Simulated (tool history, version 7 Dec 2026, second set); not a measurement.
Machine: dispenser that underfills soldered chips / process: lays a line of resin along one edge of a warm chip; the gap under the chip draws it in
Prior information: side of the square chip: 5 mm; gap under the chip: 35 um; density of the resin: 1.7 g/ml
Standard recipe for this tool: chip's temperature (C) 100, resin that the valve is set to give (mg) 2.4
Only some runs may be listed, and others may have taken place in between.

run     day  chip's temperature (C)  resin that the valve is set to give (mg)  time until the resin shows at the far edge (s)  resin that the valve gave (mg)
  1       0                     100                                       2.4                                            35.7                           2.387
      0.279  -- new syringe of resin
  2   0.533                     100                                       2.4                                            48.2                           2.373
      0.621  -- new syringe of resin
  3   0.912                     100                                       2.4                                            51.8                           2.357
      0.958  -- new syringe of resin
  4   1.271                     100                                       2.4                                            49.9                           2.334
      1.308  -- new syringe of resin
  5   1.554                     100                                       2.4                                            48.5                           2.336
      1.642  -- new syringe of resin
      1.883  -- dispensing valve cleaned and set on the balance
  6   1.917                     100                                       2.4                                            45.8                           2.398
      2.038  -- new syringe of resin
  7    2.35                     100                                       2.4                                            51.4                           2.389
      2.388  -- new syringe of resin
      2.738  -- new syringe of resin
  8   2.892                     100                                       2.4                                            41.2                           2.371
      3.083  -- new syringe of resin
  9   3.304                     100                                       2.4                                            45.8                           2.363
      3.421  -- new syringe of resin
 10   3.604                     100                                      2.44                                            43.1                           2.374
      3.779  -- new syringe of resin
 11   4.067                      99                                      2.44                                            50.5                           2.359
      4.125  -- new syringe of resin
      4.254  -- dispensing valve cleaned and set on the balance
 12    4.45                      99                                      2.44                                            50.5                           2.435
      4.533  -- new syringe of resin
 13   4.692                      99                                      2.44                                            42.6                            2.42
      4.883  -- new syringe of resin
 14   5.179                      99                                      2.44                                            50.8                           2.409
      5.221  -- new syringe of resin
      5.562  -- new syringe of resin
 15   5.562                     100                                       2.4                                            33.7                           2.352
 16   5.829                     100                                       2.4                                            47.2                           2.351
      5.904  -- new syringe of resin
      6.242  -- new syringe of resin
 17   6.362                     100                                      2.06                                            40.2                           2.004
      6.579  -- new syringe of resin
      6.621  -- dispensing valve cleaned and set on the balance
 18   6.783                     105                                      2.66                                            32.8                            2.65
      6.975  -- new syringe of resin
 19   7.167                     105                                      2.66                                            34.7                           2.643
      7.317  -- new syringe of resin
      7.671  -- new syringe of resin
 20   7.679                     105                                      2.66                                            26.7                           2.624
 21   7.925                     105                                      2.66                                            38.5                           2.608
      8.025  -- new syringe of resin
 22   8.275                     111                                       2.9                                            28.9                           2.827
      8.367  -- new syringe of resin
 23   8.538                     108                                      2.07                                            30.8                           2.002
        8.7  -- new syringe of resin
          9  -- dispensing valve cleaned and set on the balance
 24   9.021                      93                                      3.07                                            63.3                           3.068
      9.079  -- new syringe of resin
 25   9.258                      90                                       2.4                                            62.9                           2.386
      9.442  -- new syringe of resin
 26   9.546                      90                                       2.4                                            57.2                           2.377
      9.788  -- new syringe of resin
 27   9.892                      99                                      2.69                                            39.6                           2.652
     10.112  -- new syringe of resin
 28  10.371                      99                                      2.69                                              48                           2.631
     10.479  -- new syringe of resin
 29  10.767                     107                                      2.69                                            37.2                           2.616
     10.829  -- new syringe of resin
     11.171  -- new syringe of resin
 30  11.196                     100                                      2.69                                            32.7                           2.605
     11.375  -- dispensing valve cleaned and set on the balance
 31  11.508                     106                                      2.16                                            39.4                           2.142
     11.554  -- new syringe of resin
 32  11.846                     107                                       2.6                                            36.4                            2.58
     11.888  -- new syringe of resin
      12.25  -- new syringe of resin
 33  12.371                      90                                      2.22                                            59.9                           2.184

Pick out some run-to-run changes in time until the resin shows at the far edge (s). Of each, how much would a tool without hidden state show as well, from the settings, what came in and chance, and how much is left for the hidden state and any gauge scatter not in both results compared?
Hidden state at play: resin's viscosity, % of fresh resin's; dose that the valve gives, % of what is set; true chip temperature over the reading, C; drift of the gauge itself on fill_s, %; drift of the gauge itself on given_mg, %.
Run 14 -> 15: chip's temperature (C) 99 -> 100, resin that the valve is set to give (mg) 2.44 -> 2.4, new syringe of resin, new syringe of resin. time until the resin shows at the far edge (s) -17.1: hidden state -16.8, all else -0.3.
Run 15 -> 16: settings left as they were, no log entry in between. time until the resin shows at the far edge (s) +13.5: hidden state +14.8, all else -1.3.
Run 23 -> 24: chip's temperature (C) 108 -> 93, resin that the valve is set to give (mg) 2.07 -> 3.07, new syringe of resin, dispensing valve cleaned and set on the balance. time until the resin shows at the far edge (s) +32.5: hidden state +13.2, all else +19.3.
Run 26 -> 27: chip's temperature (C) 90 -> 99, resin that the valve is set to give (mg) 2.4 -> 2.69, new syringe of resin. time until the resin shows at the far edge (s) -17.6: hidden state -2.3, all else -15.3.
Run 32 -> 33: chip's temperature (C) 107 -> 90, resin that the valve is set to give (mg) 2.6 -> 2.22, new syringe of resin, new syringe of resin. time until the resin shows at the far edge (s) +23.5: hidden state -3.2, all else +26.7.
